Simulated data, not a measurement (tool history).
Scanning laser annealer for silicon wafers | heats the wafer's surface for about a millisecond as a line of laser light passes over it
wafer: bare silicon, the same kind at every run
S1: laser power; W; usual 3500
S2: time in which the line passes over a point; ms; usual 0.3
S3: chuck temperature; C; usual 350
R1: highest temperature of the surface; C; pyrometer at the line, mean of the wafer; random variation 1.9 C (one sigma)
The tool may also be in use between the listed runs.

| run | hour | S1 | S2 | S3 | R1 |
|---|---|---|---|---|---|
| 1 | 0 | 3500 | 0.3 | 350 | 1087 |
|  | 20 | optics aligned, line set to its width |
| 2 | 47 | 3357 | 0.3 | 350 | 1060 |
| 3 | 86.5 | 3500 | 0.3 | 377 | 1122 |
| 4 | 116.5 | 3500 | 0.3 | 377 | 1124 |
| 5 | 157.8 | 3500 | 0.3 | 377 | 1121 |
| 6 | 200.1 | 3500 | 0.337 | 377 | 1164 |
| 7 | 220.5 | 3500 | 0.337 | 377 | 1159 |
| 8 | 256.8 | 3500 | 0.337 | 377 | 1160 |
| 9 | 279.9 | 3500 | 0.3 | 350 | 1092 |
| 10 | 309.9 | 3500 | 0.3 | 350 | 1092 |
| 11 | 333.3 | 3673 | 0.3 | 350 | 1139 |
| 12 | 353.2 | 3500 | 0.3 | 350 | 1091 |
| 13 | 379.4 | 3500 | 0.3 | 350 | 1090 |
| 14 | 416.8 | 3500 | 0.3 | 350 | 1092 |
| 15 | 439.2 | 3718 | 0.3 | 350 | 1149 |
| 16 | 457.9 | 3320 | 0.3 | 350 | 1045 |
| 17 | 485.8 | 3320 | 0.3 | 350 | 1044 |
| 18 | 528.1 | 3320 | 0.3 | 350 | 1037 |
| 19 | 561.2 | 3793 | 0.3 | 350 | 1167 |
| 20 | 579.8 | 3793 | 0.3 | 350 | 1165 |
| 21 | 604.3 | 3793 | 0.3 | 350 | 1167 |
| 22 | 627.2 | 3317 | 0.363 | 352 | 1106 |
| 23 | 672 | 3312 | 0.232 | 388 | 1000 |
| 24 | 694.7 | 3312 | 0.213 | 318 | 910 |
| 25 | 731.4 | 3850 | 0.316 | 318 | 1165 |
| 26 | 765.2 | 3500 | 0.264 | 367 | 1064 |
| 27 | 798.8 | 3500 | 0.311 | 367 | 1119 |
| 28 | 842 | 3076 | 0.3 | 350 | 978 |
|  | 880.9 | window over the wafer cleaned |
| 29 | 880.9 | 3500 | 0.3 | 358 | 1114 |
| 30 | 925.2 | 3500 | 0.3 | 358 | 1109 |
| 31 | 950.6 | 3122 | 0.3 | 358 | 1007 |
| 32 | 979.7 | 3122 | 0.3 | 358 | 1008 |
| 33 | 1004.2 | 3289 | 0.312 | 376 | 1081 |
| 34 | 1026.5 | 3500 | 0.306 | 350 | 1104 |

Run 35 comes next. What will it give?
| 35 | 1049.7 | 3500 | 0.308 | 327 | ? |

{"run 35": {"R1": 1083}}
Without the tool's hidden state the same run would have given R1 1090 C.
